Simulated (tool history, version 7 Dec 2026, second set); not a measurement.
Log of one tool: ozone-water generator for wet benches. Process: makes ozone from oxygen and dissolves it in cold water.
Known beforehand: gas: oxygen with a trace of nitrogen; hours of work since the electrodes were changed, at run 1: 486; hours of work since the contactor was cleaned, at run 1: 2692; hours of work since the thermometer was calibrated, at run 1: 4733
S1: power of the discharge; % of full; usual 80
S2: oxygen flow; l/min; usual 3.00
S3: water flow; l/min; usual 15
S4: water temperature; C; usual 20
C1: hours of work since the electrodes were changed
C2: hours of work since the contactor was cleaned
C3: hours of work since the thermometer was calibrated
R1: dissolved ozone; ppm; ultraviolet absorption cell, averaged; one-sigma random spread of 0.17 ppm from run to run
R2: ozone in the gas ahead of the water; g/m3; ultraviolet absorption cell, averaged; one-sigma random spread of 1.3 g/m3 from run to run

{"run": 1, "hour": 0.0, "S1": 80, "S2": 3.0, "S3": 15, "S4": 20, "C1": 486, "C2": 2692, "C3": 4733, "R1": 22.3, "R2": 248.0}
{"run": 2, "hour": 133.6, "S1": 80, "S2": 3.0, "S3": 15, "S4": 20, "C1": 589, "C2": 2795, "C3": 4837, "R1": 22.4, "R2": 245.3}
{"run": 3, "hour": 246.6, "S1": 80, "S2": 3.0, "S3": 15, "S4": 20, "C1": 677, "C2": 2882, "C3": 4924, "R1": 22.4, "R2": 244.6}
{"hour": 321.0, "done": "water thermometer calibrated"}
{"run": 4, "hour": 370.2, "S1": 80, "S2": 3.0, "S3": 15, "S4": 20, "C1": 772, "C2": 2978, "C3": 38, "R1": 22.2, "R2": 247.8}
{"run": 5, "hour": 602.9, "S1": 80, "S2": 3.0, "S3": 15, "S4": 20, "C1": 952, "C2": 3158, "C3": 218, "R1": 21.7, "R2": 244.9}
{"run": 6, "hour": 782.3, "S1": 80, "S2": 3.0, "S3": 15, "S4": 20, "C1": 1091, "C2": 3297, "C3": 357, "R1": 22.2, "R2": 240.9}
{"run": 7, "hour": 1011.1, "S1": 80, "S2": 3.0, "S3": 15, "S4": 20, "C1": 1268, "C2": 3474, "C3": 534, "R1": 22.1, "R2": 241.5}
{"run": 8, "hour": 1168.2, "S1": 80, "S2": 3.0, "S3": 15, "S4": 20, "C1": 1389, "C2": 3595, "C3": 656, "R1": 21.6, "R2": 241.4}
{"run": 9, "hour": 1344.0, "S1": 80, "S2": 3.0, "S3": 15, "S4": 20, "C1": 1526, "C2": 3731, "C3": 792, "R1": 21.6, "R2": 239.8}
{"run": 10, "hour": 1540.6, "S1": 52, "S2": 3.0, "S3": 15, "S4": 20, "C1": 1678, "C2": 3883, "C3": 944, "R1": 15.3, "R2": 172.3}
{"run": 11, "hour": 1750.4, "S1": 80, "S2": 3.0, "S3": 15, "S4": 20, "C1": 1840, "C2": 4046, "C3": 1106, "R1": 21.5, "R2": 237.3}
{"run": 12, "hour": 1971.9, "S1": 80, "S2": 4.12, "S3": 15, "S4": 20, "C1": 2011, "C2": 4217, "C3": 1278, "R1": 22.9, "R2": 213.1}
{"run": 13, "hour": 2154.5, "S1": 80, "S2": 4.12, "S3": 15, "S4": 20, "C1": 2153, "C2": 4358, "C3": 1419, "R1": 22.6, "R2": 211.0}
{"run": 14, "hour": 2353.7, "S1": 80, "S2": 4.12, "S3": 15, "S4": 20, "C1": 2307, "C2": 4513, "C3": 1573, "R1": 22.3, "R2": 211.0}
{"run": 15, "hour": 2480.8, "S1": 80, "S2": 4.12, "S3": 15, "S4": 20, "C1": 2405, "C2": 4611, "C3": 1671, "R1": 22.7, "R2": 212.3}
{"run": 16, "hour": 2659.2, "S1": 80, "S2": 4.12, "S3": 15, "S4": 20, "C1": 2543, "C2": 4749, "C3": 1809, "R1": 22.4, "R2": 209.9}
{"run": 17, "hour": 2898.4, "S1": 80, "S2": 3.64, "S3": 15, "S4": 20, "C1": 2728, "C2": 4934, "C3": 1995, "R1": 21.9, "R2": 216.7}
{"run": 18, "hour": 3079.7, "S1": 60, "S2": 3.0, "S3": 15, "S4": 14, "C1": 2869, "C2": 5075, "C3": 2135, "R1": 17.8, "R2": 186.5}
{"run": 19, "hour": 3282.3, "S1": 49, "S2": 3.0, "S3": 22, "S4": 14, "C1": 3026, "C2": 5231, "C3": 2292, "R1": 10.6, "R2": 160.6}
{"run": 20, "hour": 3394.3, "S1": 80, "S2": 3.0, "S3": 15, "S4": 22, "C1": 3112, "C2": 5318, "C3": 2378, "R1": 19.7, "R2": 229.7}
{"run": 21, "hour": 3591.6, "S1": 99, "S2": 4.56, "S3": 10, "S4": 22, "C1": 3265, "C2": 5471, "C3": 2531, "R1": 33.3, "R2": 235.8}
{"run": 22, "hour": 3830.6, "S1": 99, "S2": 3.19, "S3": 10, "S4": 13, "C1": 3450, "C2": 5656, "C3": 2716, "R1": 36.7, "R2": 260.1}
{"run": 23, "hour": 4018.4, "S1": 97, "S2": 3.0, "S3": 10, "S4": 15, "C1": 3595, "C2": 5801, "C3": 2861, "R1": 34.3, "R2": 260.0}
{"run": 24, "hour": 4195.8, "S1": 80, "S2": 3.69, "S3": 15, "S4": 20, "C1": 3733, "C2": 5938, "C3": 2999, "R1": 20.9, "R2": 212.1}
{"run": 25, "hour": 4409.6, "S1": 70, "S2": 3.0, "S3": 15, "S4": 20, "C1": 3898, "C2": 6104, "C3": 3164, "R1": 17.8, "R2": 203.1}
{"run": 26, "hour": 4530.3, "S1": 80, "S2": 3.0, "S3": 15, "S4": 14, "C1": 3991, "C2": 6197, "C3": 3257, "R1": 21.2, "R2": 222.9}
{"run": 27, "hour": 4633.0, "S1": 86, "S2": 3.0, "S3": 14, "S4": 14, "C1": 4071, "C2": 6277, "C3": 3337, "R1": 23.9, "R2": 233.9}
{"run": 28, "hour": 4824.8, "S1": 53, "S2": 4.57, "S3": 14, "S4": 14, "C1": 4219, "C2": 6425, "C3": 3485, "R1": 18.5, "R2": 143.5}
{"run": 29, "hour": 4992.7, "S1": 79, "S2": 1.72, "S3": 9, "S4": 13, "C1": 4349, "C2": 6555, "C3": 3615, "R1": 28.0, "R2": 262.4}
{"run": 30, "hour": 5147.5, "S1": 79, "S2": 1.72, "S3": 13, "S4": 19, "C1": 4469, "C2": 6675, "C3": 3735, "R1": 18.6, "R2": 263.1}
{"run": 31, "hour": 5274.3, "S1": 96, "S2": 2.13, "S3": 13, "S4": 14, "C1": 4567, "C2": 6773, "C3": 3833, "R1": 24.1, "R2": 281.9}
{"run": 32, "hour": 5447.4, "S1": 96, "S2": 2.13, "S3": 13, "S4": 14, "C1": 4701, "C2": 6907, "C3": 3967, "R1": 24.1, "R2": 280.4}
{"run": 33, "hour": 5605.0, "S1": 96, "S2": 2.65, "S3": 13, "S4": 14, "C1": 4823, "C2": 7029, "C3": 4089, "R1": 25.9, "R2": 261.3}

Below, each run's measurement less what the same run would have read without the hidden state. Both values contain the same run-to-run variation, but the gauge's scatter may not be the same in both:
The hidden state here: yield of the discharge, % of new electrodes'; contactor's efficiency, % of a clean one's; true water temperature over the reading, C; drift of the gauge itself on ozone_ppm, %; drift of the gauge itself on gas_g_m3, %.
run=1 R1=-0.9 R2=-4.1
run=2 R1=-1.0 R2=-4.7
run=3 R1=-1.0 R2=-5.3
run=4 R1=-1.1 R2=-6.0
run=5 R1=-1.2 R2=-7.2
run=6 R1=-1.3 R2=-8.0
run=7 R1=-1.5 R2=-9.1
run=8 R1=-1.6 R2=-10.0
run=9 R1=-1.6 R2=-10.7
run=10 R1=-1.0 R2=-5.7
run=11 R1=-1.9 R2=-12.8
run=12 R1=-2.2 R2=-12.6
run=13 R1=-2.3 R2=-13.2
run=14 R1=-2.4 R2=-14.2
run=15 R1=-2.4 R2=-14.9
run=16 R1=-2.6 R2=-15.6
run=17 R1=-2.6 R2=-17.3
run=18 R1=-1.9 R2=-12.3
run=19 R1=-1.1 R2=-9.2
run=20 R1=-2.7 R2=-21.1
run=21 R1=-5.0 R2=-26.3
run=22 R1=-5.8 R2=-30.8
run=23 R1=-5.7 R2=-31.8
run=24 R1=-3.5 R2=-23.5
run=25 R1=-2.8 R2=-21.3
run=26 R1=-3.7 R2=-26.3
run=27 R1=-4.4 R2=-30.0
run=28 R1=-2.7 R2=-12.6
run=29 R1=-4.8 R2=-33.8
run=30 R1=-3.5 R2=-34.9
run=31 R1=-5.1 R2=-43.7
run=32 R1=-5.3 R2=-44.9
run=33 R1=-5.9 R2=-43.2
